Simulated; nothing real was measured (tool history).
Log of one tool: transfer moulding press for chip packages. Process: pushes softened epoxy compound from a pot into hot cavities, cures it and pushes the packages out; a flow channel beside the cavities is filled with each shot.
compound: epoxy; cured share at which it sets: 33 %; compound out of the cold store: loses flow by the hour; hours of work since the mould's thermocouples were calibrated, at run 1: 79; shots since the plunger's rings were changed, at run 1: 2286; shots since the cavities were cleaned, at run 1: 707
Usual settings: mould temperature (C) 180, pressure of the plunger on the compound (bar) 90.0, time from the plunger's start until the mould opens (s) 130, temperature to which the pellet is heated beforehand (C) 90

| run | hour | mould temperature (C) | pressure of the plunger on the compound (bar) | time from the plunger's start until the mould opens (s) | temperature to which the pellet is heated beforehand (C) | hours of work since the mould's thermocouples were calibrated | shots since the plunger's rings were changed | shots since the cavities were cleaned | incoming compound's hours out of the cold store | length that the compound runs in the flow channel (mm) | greatest force on the pins that push the packages out (N) |
|---|---|---|---|---|---|---|---|---|---|---|---|
| 1 | 0.0 | 180 | 90.0 | 130 | 90 | 79 | 2286 | 707 | 44.6 | 544 | 285 |
|  | 14.5 | cavities cleaned with cleaning compound and waxed |
| 2 | 16.6 | 180 | 90.0 | 130 | 90 | 85 | 2392 | 15 | 38.9 | 559 | 283 |
| 3 | 31.6 | 180 | 90.0 | 130 | 90 | 92 | 2496 | 119 | 27.9 | 573 | 280 |
| 4 | 44.5 | 183 | 90.0 | 130 | 90 | 98 | 2587 | 210 | 12.3 | 607 | 256 |
| 5 | 55.7 | 185 | 90.0 | 130 | 90 | 103 | 2665 | 288 | 11.7 | 600 | 240 |
| 6 | 66.2 | 185 | 90.0 | 130 | 90 | 108 | 2739 | 362 | 41.2 | 546 | 243 |
| 7 | 82.2 | 185 | 90.0 | 130 | 90 | 115 | 2851 | 474 | 41.1 | 537 | 247 |
| 8 | 101.0 | 185 | 90.0 | 130 | 90 | 123 | 2982 | 605 | 18.8 | 585 | 252 |
| 9 | 118.8 | 180 | 90.0 | 143 | 90 | 131 | 3106 | 729 | 16.8 | 600 | 261 |
|  | 129.7 | cavities cleaned with cleaning compound and waxed |
| 10 | 134.1 | 180 | 90.0 | 143 | 90 | 138 | 3203 | 31 | 13.3 | 607 | 257 |
| 11 | 146.3 | 180 | 90.0 | 130 | 85 | 143 | 3288 | 116 | 32.6 | 578 | 286 |
| 12 | 163.3 | 182 | 90.0 | 130 | 90 | 151 | 3407 | 235 | 43.5 | 543 | 262 |
| 13 | 182.3 | 180 | 90.0 | 130 | 90 | 159 | 3540 | 368 | 38.3 | 557 | 278 |
| 14 | 195.9 | 180 | 90.0 | 130 | 90 | 165 | 3636 | 464 | 35.7 | 559 | 300 |
| 15 | 207.1 | 180 | 90.0 | 130 | 90 | 170 | 3714 | 542 | 44.4 | 546 | 276 |
| 16 | 216.1 | 180 | 89.1 | 130 | 90 | 174 | 3777 | 605 | 34.9 | 561 | 287 |
| 17 | 231.8 | 184 | 89.1 | 130 | 99 | 182 | 3887 | 715 | 44.1 | 533 | 240 |
|  | 244.4 | cavities cleaned with cleaning compound and waxed |
| 18 | 244.4 | 184 | 80.7 | 130 | 99 | 187 | 3965 | 0 | 22.1 | 546 | 245 |
| 19 | 260.0 | 183 | 109.9 | 133 | 90 | 194 | 4074 | 109 | 29.4 | 628 | 245 |
| 20 | 270.0 | 183 | 109.9 | 133 | 90 | 198 | 4144 | 179 | 23.7 | 644 | 264 |
| 21 | 282.3 | 175 | 79.5 | 118 | 90 | 204 | 4230 | 265 | 42.2 | 518 | 459 |
| 22 | 298.0 | 175 | 69.4 | 134 | 85 | 211 | 4340 | 375 | 30.1 | 512 | 363 |
| 23 | 315.0 | 184 | 69.4 | 134 | 84 | 218 | 4459 | 494 | 17.8 | 519 | 252 |
| 24 | 333.0 | 184 | 69.4 | 134 | 84 | 226 | 4585 | 620 | 35.5 | 489 | 245 |
| 25 | 348.7 | 185 | 85.8 | 134 | 84 | 234 | 4695 | 730 | 8.1 | 598 | 235 |
|  | 359.4 | cavities cleaned with cleaning compound and waxed |
| 26 | 361.1 | 185 | 98.7 | 134 | 84 | 238 | 4771 | 12 | 19.0 | 612 | 235 |
| 27 | 372.4 | 178 | 75.8 | 115 | 96 | 244 | 4850 | 91 | 9.6 | 569 | 428 |
| 28 | 390.8 | 178 | 75.8 | 115 | 96 | 252 | 4978 | 219 | 46.8 | 502 | 384 |

4 ways to go on from here, each from the tool as it stands after run 28. What would each give?
| A | 409.5 | 182 | 75.8 | 146 | 96 | 260 | 5109 | 350 | 38.8 | ? | ? |
| B | 409.5 | 180 | 79.3 | 130 | 92 | 260 | 5109 | 350 | 36.0 | ? | ? |
| C | 409.5 | 183 | 100.0 | 130 | 90 | 260 | 5109 | 350 | 33.7 | ? | ? |
| D | 409.5 | 180 | 72.6 | 130 | 90 | 260 | 5109 | 350 | 45.2 | ? | ? |

| run | length that the compound runs in the flow channel (mm) | greatest force on the pins that push the packages out (N) |
|---|---|---|
| A | 510 | 231 |
| B | 530 | 286 |
| C | 581 | 262 |
| D | 492 | 276 |
Without the tool's hidden state the same runs would have given:
| run | length that the compound runs in the flow channel (mm) | greatest force on the pins that push the packages out (N) |
|---|---|---|
| A | 510 | 229 |
| B | 530 | 283 |
| C | 582 | 259 |
| D | 493 | 273 |
